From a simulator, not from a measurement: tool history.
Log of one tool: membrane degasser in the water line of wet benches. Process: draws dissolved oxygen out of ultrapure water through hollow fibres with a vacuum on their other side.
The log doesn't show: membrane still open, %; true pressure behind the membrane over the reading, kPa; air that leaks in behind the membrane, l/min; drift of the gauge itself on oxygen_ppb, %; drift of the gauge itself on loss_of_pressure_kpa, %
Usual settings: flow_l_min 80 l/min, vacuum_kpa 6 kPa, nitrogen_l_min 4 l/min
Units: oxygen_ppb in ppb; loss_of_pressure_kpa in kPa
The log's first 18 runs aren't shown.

| run | hour | flow_l_min | vacuum_kpa | nitrogen_l_min | hours since the membrane was changed | hours since the vacuum gauge was calibrated | hours since the vacuum lines were made tight | oxygen_ppb | loss_of_pressure_kpa |
|---|---|---|---|---|---|---|---|---|---|
| 19 | 3092.3 | 98 | 3.75 | 6.38 | 6499 | 3368 | 2781 | 38.5 | 53.63 |
| 20 | 3320.3 | 98 | 3.75 | 6.38 | 6727 | 3596 | 3009 | 39.3 | 53.29 |
| 21 | 3503.3 | 62 | 5.93 | 4.49 | 6910 | 3779 | 3192 | 93.7 | 33.91 |
| 22 | 3622.3 | 51 | 7.53 | 11.03 | 7029 | 3898 | 3311 | 51.7 | 27.86 |
| 23 | 3847 | 80 | 5.27 | 4.08 | 7254 | 4123 | 3536 | 105.6 | 43.8 |
| 24 | 4002.4 | 120 | 10.47 | 3.61 | 7409 | 4278 | 3691 | 506.7 | 65.72 |
| 25 | 4138.5 | 65 | 10.77 | 8.18 | 7545 | 4414 | 3827 | 149.1 | 35.4 |
| 26 | 4356.2 | 60 | 10.77 | 8.93 | 7763 | 4632 | 4045 | 127.2 | 33.13 |
| 27 | 4449.6 | 51 | 10.36 | 7.13 | 7856 | 4726 | 4138 | 126.9 | 27.88 |
| 28 | 4635.5 | 51 | 6 | 10.86 | 8042 | 4911 | 4324 | 35.8 | 28.05 |
| 29 | 4773 | 71 | 5.68 | 2.45 | 8180 | 5049 | 4462 | 169 | 39.33 |
| 30 | 4891.4 | 53 | 11.08 | 2.45 | 8298 | 5167 | 4580 | 378.9 | 29.08 |

The next listed run, before its measurement:
| 31 | 5089.5 | 110 | 9.94 | 8.36 | 8496 | 5366 | 4778 | ? | ? |

Run 31 gave oxygen_ppb 234 ppb, loss_of_pressure_kpa 60.62 kPa.
Without the tool's hidden state the same run would have given oxygen_ppb 220.6 ppb, loss_of_pressure_kpa 57.75 kPa.

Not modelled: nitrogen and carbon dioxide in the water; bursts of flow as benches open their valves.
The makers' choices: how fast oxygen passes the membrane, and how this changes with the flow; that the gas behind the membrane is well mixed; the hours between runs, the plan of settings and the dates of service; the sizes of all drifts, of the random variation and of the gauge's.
